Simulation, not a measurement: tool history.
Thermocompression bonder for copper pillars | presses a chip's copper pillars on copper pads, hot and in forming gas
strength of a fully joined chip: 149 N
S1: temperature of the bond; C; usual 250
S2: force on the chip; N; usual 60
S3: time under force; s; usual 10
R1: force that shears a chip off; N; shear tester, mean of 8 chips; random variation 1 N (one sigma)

run 1 day=0.000 | S1=250 S2=60 S3=10 | R1=81.7
run 2 day=0.554 | S1=250 S2=60 S3=10 | R1=81.9
run 3 day=0.958 | S1=250 S2=60 S3=10 | R1=79.7
run 4 day=1.267 | S1=250 S2=60 S3=5 | R1=64.9
run 5 day=1.733 | S1=250 S2=60 S3=5 | R1=65.1
run 6 day=1.996 | S1=254 S2=60 S3=5 | R1=67.4
run 7 day=2.538 | S1=254 S2=60 S3=5 | R1=68.3
run 8 day=3.025 | S1=250 S2=60 S3=10 | R1=78.3
run 9 day=3.275 | S1=250 S2=60 S3=10 | R1=79.9
run 10 day=3.562 | S1=250 S2=60 S3=10 | R1=79.8
run 11 day=3.800 | S1=250 S2=60 S3=10 | R1=79.8
run 12 day=4.162 | S1=250 S2=60 S3=10 | R1=79.9
run 13 day=4.704 | S1=250 S2=60 S3=10 | R1=80.9
run 14 day=5.225 | S1=250 S2=60 S3=10 | R1=80.2
run 15 day=5.596 | S1=250 S2=60 S3=10 | R1=78.5
run 16 day=6.150 | S1=250 S2=60 S3=10 | R1=79.4
run 17 day=6.625 | S1=250 S2=58 S3=10 | R1=77.9
run 18 day=7.067 | S1=250 S2=58 S3=10 | R1=77.3
run 19 day=7.321 | S1=250 S2=60 S3=7 | R1=69.7
run 20 day=7.550 | S1=250 S2=60 S3=10 | R1=79.3
run 21 day=7.929 | S1=250 S2=82 S3=10 | R1=93.1
run 22 day=8.367 | S1=240 S2=60 S3=10 | R1=67.1
run 23 day=8.650 | S1=235 S2=78 S3=24 | R1=97.8
run 24 day=9.092 | S1=235 S2=78 S3=24 | R1=95.1
run 25 day=9.438 | S1=235 S2=78 S3=24 | R1=95.6
run 26 day=9.883 | S1=250 S2=45 S3=22 | R1=83.7
run 27 day=10.412 | S1=267 S2=51 S3=22 | R1=105.5
run 28 day=10.896 | S1=267 S2=51 S3=22 | R1=106.9
run 29 day=11.354 | S1=267 S2=51 S3=22 | R1=105.0
run 30 day=11.800 | S1=267 S2=36 S3=25 | R1=93.0
run 31 day=12.258 | S1=250 S2=52 S3=19 | R1=82.9
run 32 day=12.533 | S1=230 S2=48 S3=23 | R1=64.3
run 33 day=12.950 | S1=230 S2=48 S3=23 | R1=64.4
run 34 day=13.500 | S1=246 S2=44 S3=11 | R1=60.0
run 35 day=13.896 | S1=246 S2=44 S3=7 | R1=49.8
run 36 day=14.258 | S1=250 S2=46 S3=7 | R1=54.4
run 37 day=14.662 | S1=240 S2=50 S3=25 | R1=79.6
run 38 day=15.129 | S1=250 S2=60 S3=5 | R1=59.4
-- day=15.312 forming gas filter changed
run 39 day=15.638 | S1=279 S2=78 S3=9 | R1=122.0

Forecast each of these 5 alternatives for the next run:
run A day=16.133 | S1=247 S2=64 S3=6 | R1=?
run B day=16.133 | S1=267 S2=60 S3=9 | R1=?
run C day=16.133 | S1=222 S2=62 S3=9 | R1=?
run D day=16.133 | S1=279 S2=78 S3=12 | R1=?
run E day=16.133 | S1=269 S2=77 S3=10 | R1=?

run=A R1=67.8
run=B R1=96.4
run=C R1=50.0
run=D R1=126.9
run=E R1=115.4
Without the tool's hidden state the same runs would have given:
run=A R1=75.4
run=B R1=104.2
run=C R1=56.9
run=D R1=132.6
run=E R1=122.7
